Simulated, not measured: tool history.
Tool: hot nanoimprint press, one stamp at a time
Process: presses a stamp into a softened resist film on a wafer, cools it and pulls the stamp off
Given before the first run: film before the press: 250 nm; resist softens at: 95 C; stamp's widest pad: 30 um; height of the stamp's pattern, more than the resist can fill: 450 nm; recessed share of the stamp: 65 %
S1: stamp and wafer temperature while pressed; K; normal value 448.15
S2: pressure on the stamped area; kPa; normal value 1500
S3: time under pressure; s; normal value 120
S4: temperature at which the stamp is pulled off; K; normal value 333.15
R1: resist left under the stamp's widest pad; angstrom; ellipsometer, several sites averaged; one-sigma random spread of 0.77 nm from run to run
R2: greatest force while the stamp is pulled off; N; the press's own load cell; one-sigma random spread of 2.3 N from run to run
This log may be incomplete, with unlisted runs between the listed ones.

run,day,S1,S2,S3,S4,R1,R2
1,0.000,448.15,1500,120,333.15,980,116
2,0.442,440.15,1500,120,333.15,1392,114
3,1.054,448.15,1500,120,325.15,983,130
4,1.642,448.15,1500,120,325.15,979,129
5,2.158,448.15,1500,120,325.15,984,134
6,2.538,448.15,1890,120,333.15,870,116
7,3.033,448.15,1890,120,333.15,885,118
8,3.508,448.15,1890,120,333.15,880,116
9,3.767,448.15,1890,120,333.15,889,115
10,4.033,448.15,1890,120,333.15,884,118
11,4.333,448.15,1450,120,333.15,996,119
12,4.654,448.15,1450,120,333.15,996,122
13,5.208,448.15,1450,120,333.15,1009,121
14,5.471,448.15,1450,120,333.15,998,121
15,5.846,448.15,1450,120,333.15,1002,125
16,6.421,445.15,1500,120,333.15,1145,121
17,7.050,450.15,990,198,331.15,935,127
18,7.492,439.15,2110,157,333.15,1173,121
19,7.783,453.15,2220,118,323.15,656,136
20,8.262,448.15,1500,120,333.15,1006,125
21,8.688,448.15,1500,120,333.15,987,129
22,9.054,443.15,1500,65,333.15,1515,121
23,9.471,458.15,1500,203,333.15,520,126
24,9.938,437.15,910,73,319.15,2067,151
25,10.196,437.15,910,73,319.15,2043,152
26,10.817,437.15,910,73,319.15,2067,154
27,11.112,446.15,1500,177,333.15,946,126
28,11.700,446.15,1500,177,333.15,948,123
29,11.962,446.15,1500,177,329.15,960,129
30,12.417,438.15,1180,177,329.15,1520,131

Some steps in R1 between neighbouring runs. How much of each would the tool show without its hidden state too (settings, what came in, random variation), and how much is left for the hidden state, with any gauge scatter that isn't in both results?
Hidden conditions of the tool in this case: true temperature over the reading, C; pressure that arrives at the usual setting, %; grip of the stamp's worn release coat, % over a new coat's; drift of the gauge itself on residual_nm, %; drift of the gauge itself on pull_off_n, %.
Run 22 -> 23: S1 443.15 -> 458.15, S3 65 -> 203. R1 -995 angstrom: hidden state -25, all else -970.
Run 23 -> 24: S1 458.15 -> 437.15, S2 1500 -> 910, S3 203 -> 73, S4 333.15 -> 319.15. R1 +1547 angstrom: hidden state +16, all else +1531.
Run 26 -> 27: S1 437.15 -> 446.15, S2 910 -> 1500, S3 73 -> 177, S4 319.15 -> 333.15. R1 -1121 angstrom: hidden state +3, all else -1124.
Run 29 -> 30: S1 446.15 -> 438.15, S2 1500 -> 1180. R1 +560 angstrom: hidden state +16, all else +544.

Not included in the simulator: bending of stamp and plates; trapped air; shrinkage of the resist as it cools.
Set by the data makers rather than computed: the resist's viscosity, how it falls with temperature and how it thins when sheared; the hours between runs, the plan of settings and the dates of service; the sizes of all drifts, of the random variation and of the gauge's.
